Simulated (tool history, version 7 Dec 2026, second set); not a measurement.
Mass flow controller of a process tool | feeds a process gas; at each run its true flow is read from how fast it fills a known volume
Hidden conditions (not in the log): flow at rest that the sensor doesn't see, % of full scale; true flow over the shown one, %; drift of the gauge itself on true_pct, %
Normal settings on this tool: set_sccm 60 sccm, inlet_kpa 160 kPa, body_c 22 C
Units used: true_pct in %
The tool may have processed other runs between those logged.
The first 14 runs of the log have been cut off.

run,hour,set_sccm,inlet_kpa,body_c,hours of work since the controller was set to zero,hours of work since the controller was changed,true_pct
15,3555.9,11,160,22,808,808,99.43
16,3828.6,11,160,22,939,939,99.28
17,3996.0,11,160,22,1020,1020,99.28
18,4374.2,30,275,24,1202,1202,100.52
19,4644.3,30,275,24,1333,1333,100.54
20,4946.8,69,141,21,1478,1478,100.93
21,5213.4,63,187,30,1607,1607,100.37
22,5394.2,29,193,29,1694,1694,100.18
23,5645.0,29,193,29,1815,1815,100.15
24,5916.1,20,184,27,1946,1946,99.88
25,6200.2,15,167,34,2082,2082,99.03
26,6458.2,15,167,34,2207,2207,99.01
27,6674.6,15,175,39,2311,2311,98.67
28,6840.0,15,175,39,2391,2391,98.78
29,7020.1,15,175,39,2478,2478,98.76
30,7296.4,60,160,25,2611,2611,101.37
31,7536.7,35,146,33,2727,2727,100.17
32,7915.4,35,160,22,2909,2909,101.34
33,8206.6,21,239,25,3050,3050,101.01
34,8395.8,21,239,25,3141,3141,100.85

4 ways to go on from here, each from the tool as it stands after run 34. What would each give?
A,8643.1,47,181,21,3260,3260,?
B,8643.1,21,185,22,3260,3260,?
C,8643.1,20,231,27,3260,3260,?
D,8643.1,35,243,34,3260,3260,?

run,true_pct
A,101.97
B,100.99
C,100.78
D,100.99
Had the tool no hidden state, the same runs would have come out as:
run,true_pct
A,100.00
B,99.86
C,99.72
D,99.24

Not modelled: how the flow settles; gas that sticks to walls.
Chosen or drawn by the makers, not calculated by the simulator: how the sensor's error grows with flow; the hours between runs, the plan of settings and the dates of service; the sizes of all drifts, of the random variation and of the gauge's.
